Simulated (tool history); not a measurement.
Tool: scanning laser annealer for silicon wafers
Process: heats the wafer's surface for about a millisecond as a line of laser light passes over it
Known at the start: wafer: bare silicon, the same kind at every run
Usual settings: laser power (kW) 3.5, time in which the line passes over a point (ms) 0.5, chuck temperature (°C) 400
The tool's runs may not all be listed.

run   hour  laser power (kW)  time in which the line passes over a point (ms)  chuck temperature (°C)  highest temperature of the surface (°C)
  1      0               3.5                                              0.5                     400                                     1187
  2   59.9               3.5                                              0.5                     400                                     1183
  3    121               3.5                                              0.5                     400                                     1185
  4    151               3.5                                              0.5                     400                                     1183
  5  214.6               3.5                                              0.5                     400                                     1187
  6  266.1             3.765                                              0.5                     400                                     1250
  7  321.5             3.765                                              0.5                     400                                     1252
  8  375.2             3.388                                              0.5                     400                                     1151
     386.2  -- optics aligned, line set to its width
  9  440.9             3.388                                              0.5                     400                                     1154
 10  474.5             3.388                                              0.5                     400                                     1152
 11  531.9             3.512                                            0.538                     404                                     1216
       544  -- optics aligned, line set to its width, once more
 12  586.3             3.132                                            0.538                     419                                     1137
 13  644.7              3.51                                            0.479                     419                                     1190
 14  704.3             3.081                                            0.463                     438                                     1090
 15  749.9             3.034                                            0.481                     400                                     1051
 16  795.9               3.5                                            0.506                     388                                     1175
 17  841.9               3.5                                            0.506                     388                                     1175
 18  870.9               3.5                                            0.506                     388                                     1173
 19  903.6              3.16                                            0.612                     365                                     1138

Forecast each of these 5 alternatives for the next run:
  A  958.8               3.5                                            0.406                     372                                        ?
  B  958.8               3.5                                              0.5                     383                                        ?
  C  958.8               3.5                                              0.5                     389                                        ?
  D  958.8              3.16                                            0.612                     390                                        ?
  E  958.8             3.645                                            0.598                     398                                        ?

run  highest temperature of the surface (°C)
  A                                     1073
  B                                     1163
  C                                     1169
  D                                     1162
  E                                     1294
Without the tool's hidden state the same runs would have given:
run  highest temperature of the surface (°C)
  A                                     1084
  B                                     1175
  C                                     1181
  D                                     1174
  E                                     1308
